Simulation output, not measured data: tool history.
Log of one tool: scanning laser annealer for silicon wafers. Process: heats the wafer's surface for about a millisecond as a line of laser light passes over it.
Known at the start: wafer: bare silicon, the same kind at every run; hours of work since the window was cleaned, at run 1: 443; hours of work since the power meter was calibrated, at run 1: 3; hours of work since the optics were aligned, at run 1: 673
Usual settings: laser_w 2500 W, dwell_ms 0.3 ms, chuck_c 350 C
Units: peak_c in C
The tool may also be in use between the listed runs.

run	day	laser_w	dwell_ms	chuck_c	hours of work since the window was cleaned	hours of work since the power meter was calibrated	hours of work since the optics were aligned	peak_c
1	0	2500	0.3	350	443	3	673	1153
2	0.417	2500	0.3	350	448	8	678	1157
3	0.975	2500	0.3	350	455	15	684	1159
4	1.258	2500	0.3	350	458	18	687	1158
5	1.65	2500	0.3	350	463	23	692	1158
6	2.212	2624	0.3	350	469	29	699	1204
7	2.671	2585	0.3	350	475	35	704	1183
8	3.054	2585	0.331	350	479	39	708	1234
9	3.617	2585	0.331	350	486	46	715	1231
10	4.038	2585	0.331	350	491	51	720	1232
11	4.496	2500	0.3	350	496	56	725	1156
12	5.083	2742	0.3	350	503	63	732	1243
13	5.621	2500	0.3	313	509	69	739	1119
14	6.075	2500	0.3	350	515	75	744	1157
15	6.392	2500	0.261	350	518	78	748	1098
16	6.917	2500	0.261	350	524	85	754	1097
17	7.238	2500	0.261	350	528	88	758	1100
18	7.762	2500	0.3	353	534	94	764	1160
19	8.358	2500	0.3	350	541	101	771	1159
20	8.625	2500	0.3	350	544	105	774	1156
21	9.092	2582	0.3	372	550	110	779	1207
22	9.342	2214	0.219	372	553	113	782	968
23	9.738	2214	0.219	372	557	118	787	966
24	10.325	2536	0.3	350	564	125	794	1167
25	10.658	2536	0.3	350	568	128	798	1169
26	11.025	2237	0.3	350	573	133	802	1064
27	11.425	2334	0.285	372	577	137	807	1098
28	11.967	2500	0.3	378	584	144	813	1186
29	12.429	2723	0.219	378	589	149	819	1124
30	13.004	2286	0.294	343	596	156	825	1065
31	13.567	2748	0.279	343	602	163	832	1200
32	13.925	2555	0.279	328	607	167	836	1124
33	14.208	2555	0.279	328	610	170	839	1121
34	14.625	2500	0.252	350	615	175	844	1083
35	15.012	2498	0.3	360	619	180	849	1168
# day 15.242: window over the wafer cleaned
36	15.417	2259	0.362	350	2	183	853	1153
37	15.796	2357	0.3	358	7	188	857	1115
38	16.117	2500	0.288	350	10	192	861	1136
39	16.433	2552	0.3	348	14	195	865	1175
40	16.829	2442	0.314	313	19	200	869	1121

3 ways to go on from here, each from the tool as it stands after run 40. What would each give?
A	17.2	2535	0.25	322	23	204	874	?
B	17.2	2604	0.281	329	23	204	874	?
C	17.2	2217	0.285	334	23	204	874	?

run	peak_c
A	1064
B	1143
C	1020
Without the tool's hidden state the same runs would have given:
run	peak_c
A	1064
B	1144
C	1021
